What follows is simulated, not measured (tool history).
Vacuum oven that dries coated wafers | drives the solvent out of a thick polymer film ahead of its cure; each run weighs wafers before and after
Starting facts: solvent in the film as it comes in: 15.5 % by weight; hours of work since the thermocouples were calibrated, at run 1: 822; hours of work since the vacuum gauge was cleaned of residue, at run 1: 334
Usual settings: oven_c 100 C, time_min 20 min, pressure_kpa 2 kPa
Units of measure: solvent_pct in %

run	day	oven_c	time_min	pressure_kpa	hours of work since the thermocouples were calibrated	hours of work since the vacuum gauge was cleaned of residue	solvent_pct
1	0	100	20	2	822	334	4.67
2	0.4	100	20	2	827	339	4.61
3	0.696	108	20	2	831	343	2.85
4	1.075	108	20	2	836	348	2.79
5	1.446	108	20	2	841	353	2.9
6	2.029	100	20	2	849	361	4.69
7	2.317	100	20	2	853	364	4.59
8	2.679	100	20	2	858	369	4.67
9	3.2	100	20	2	864	376	4.54
10	3.533	100	20	2	869	381	4.63
11	3.875	100	30	2	873	385	3.76
12	4.571	100	30	2	882	394	3.74
13	5.15	100	20	1.52	890	402	4.05
14	5.675	100	20	1.52	897	409	4.01
# day 5.792: oven's thermocouples calibrated
15	6.375	100	18	2	8	417	4.86
16	6.883	104	18	3.26	14	424	5.23
17	7.462	96	16	1.16	22	431	5.51
18	7.792	97	20	1.94	26	436	5.32
19	8.496	104	20	2	36	445	3.52
# day 8.683: oven's thermocouples calibrated, once more
20	9.225	104	20	2	7	454	4.18
21	9.533	111	15	1.8	11	458	3.07
22	10.021	112	22	2	18	464	2.48
23	10.542	112	22	2	25	471	2.56
24	10.85	112	22	2	29	475	2.51
25	11.533	110	13	1.39	38	484	3.25
26	12.192	110	13	1.39	46	493	3.28
27	12.733	110	13	1.39	54	500	3.35
28	13.379	103	29	2	62	508	3.67

Here are 5 independent what-if runs from the current tool condition. What would each one return?
A	13.754	110	23	2	67	513	?
B	13.754	89	12	4.57	67	513	?
C	13.754	111	26	7.07	67	513	?
D	13.754	100	24	2	67	513	?
E	13.754	100	11	4.85	67	513	?

run	solvent_pct
A	2.71
B	13.32
C	7.74
D	4.87
E	10.41
Take away the tool's hidden state, keep each run's random variation, and the runs would have read:
run	solvent_pct
A	2.51
B	13.11
C	7.55
D	4.61
E	10.23

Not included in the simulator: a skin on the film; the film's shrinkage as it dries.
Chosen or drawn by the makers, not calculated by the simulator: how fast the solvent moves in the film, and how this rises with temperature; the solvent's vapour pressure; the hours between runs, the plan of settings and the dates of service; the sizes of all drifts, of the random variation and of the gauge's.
